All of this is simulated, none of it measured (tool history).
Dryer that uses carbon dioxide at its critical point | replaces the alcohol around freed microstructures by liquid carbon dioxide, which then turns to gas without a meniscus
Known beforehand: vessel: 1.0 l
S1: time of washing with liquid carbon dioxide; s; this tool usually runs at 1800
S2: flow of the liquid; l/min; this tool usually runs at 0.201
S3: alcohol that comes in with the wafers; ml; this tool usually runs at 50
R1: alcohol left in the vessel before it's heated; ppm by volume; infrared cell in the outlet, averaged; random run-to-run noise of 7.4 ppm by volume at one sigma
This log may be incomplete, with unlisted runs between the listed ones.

| run | hour | S1 | S2 | S3 | R1 |
|---|---|---|---|---|---|
| 1 | 0 | 1800 | 0.201 | 50 | 651 |
| 2 | 34.6 | 1800 | 0.237 | 50 | 365 |
| 3 | 62.1 | 1800 | 0.24 | 50 | 342 |
| 4 | 86.8 | 1800 | 0.24 | 50 | 334 |
| 5 | 122.1 | 1800 | 0.24 | 50 | 358 |
| 6 | 149.1 | 1620 | 0.201 | 50 | 991 |
| 7 | 184.1 | 1620 | 0.201 | 50 | 1011 |
| 8 | 226 | 1620 | 0.201 | 50 | 1015 |
| 9 | 245.8 | 1620 | 0.201 | 50 | 1025 |
| 10 | 288.7 | 1620 | 0.201 | 50 | 1018 |
| 11 | 313.1 | 1800 | 0.201 | 50 | 734 |
| 12 | 332.5 | 1800 | 0.201 | 50 | 728 |
| 13 | 378.5 | 1800 | 0.201 | 50 | 695 |
|  | 400.2 | inlet filter changed |
| 14 | 426.6 | 1800 | 0.201 | 50 | 505 |
| 15 | 469.1 | 1800 | 0.201 | 58 | 558 |
| 16 | 505 | 1800 | 0.201 | 58 | 579 |
| 17 | 530.1 | 1800 | 0.201 | 58 | 585 |
| 18 | 554.8 | 1800 | 0.201 | 58 | 566 |
| 19 | 581.5 | 1620 | 0.214 | 58 | 701 |
| 20 | 623.2 | 1380 | 0.214 | 119 | 2454 |
| 21 | 663.2 | 1800 | 0.189 | 50 | 670 |
| 22 | 696.5 | 1800 | 0.189 | 50 | 686 |
| 23 | 720.9 | 2700 | 0.159 | 50 | 298 |
| 24 | 743.2 | 2700 | 0.159 | 50 | 304 |
| 25 | 777.7 | 2820 | 0.159 | 103 | 394 |
| 26 | 825.7 | 1800 | 0.183 | 41 | 679 |
| 27 | 871 | 1320 | 0.288 | 22 | 310 |
| 28 | 894.2 | 1800 | 0.201 | 50 | 594 |
| 29 | 924.3 | 1740 | 0.236 | 70 | 477 |
|  | 947.7 | purifier's bed changed |
| 30 | 975.6 | 2640 | 0.285 | 62 | 9 |
| 31 | 1011.2 | 1680 | 0.211 | 50 | 500 |
| 32 | 1033.9 | 2280 | 0.147 | 51 | 629 |
| 33 | 1060.8 | 1260 | 0.255 | 29 | 474 |
| 34 | 1099.8 | 2040 | 0.255 | 29 | 45 |
| 35 | 1132.3 | 1800 | 0.228 | 24 | 141 |

Alternative continuations, all from the tool just after run 35; predict every row:
| A | 1175.6 | 1380 | 0.136 | 106 | ? |
| B | 1175.6 | 1500 | 0.145 | 36 | ? |
| C | 1175.6 | 1500 | 0.201 | 31 | ? |
| D | 1175.6 | 1800 | 0.201 | 100 | ? |
| E | 1175.6 | 1800 | 0.241 | 80 | ? |

| run | R1 |
|---|---|
| A | 8671 |
| B | 2082 |
| C | 645 |
| D | 953 |
| E | 314 |
Without the tool's hidden state the same runs would have given:
| run | R1 |
|---|---|
| A | 7567 |
| B | 1773 |
| C | 514 |
| D | 730 |
| E | 223 |

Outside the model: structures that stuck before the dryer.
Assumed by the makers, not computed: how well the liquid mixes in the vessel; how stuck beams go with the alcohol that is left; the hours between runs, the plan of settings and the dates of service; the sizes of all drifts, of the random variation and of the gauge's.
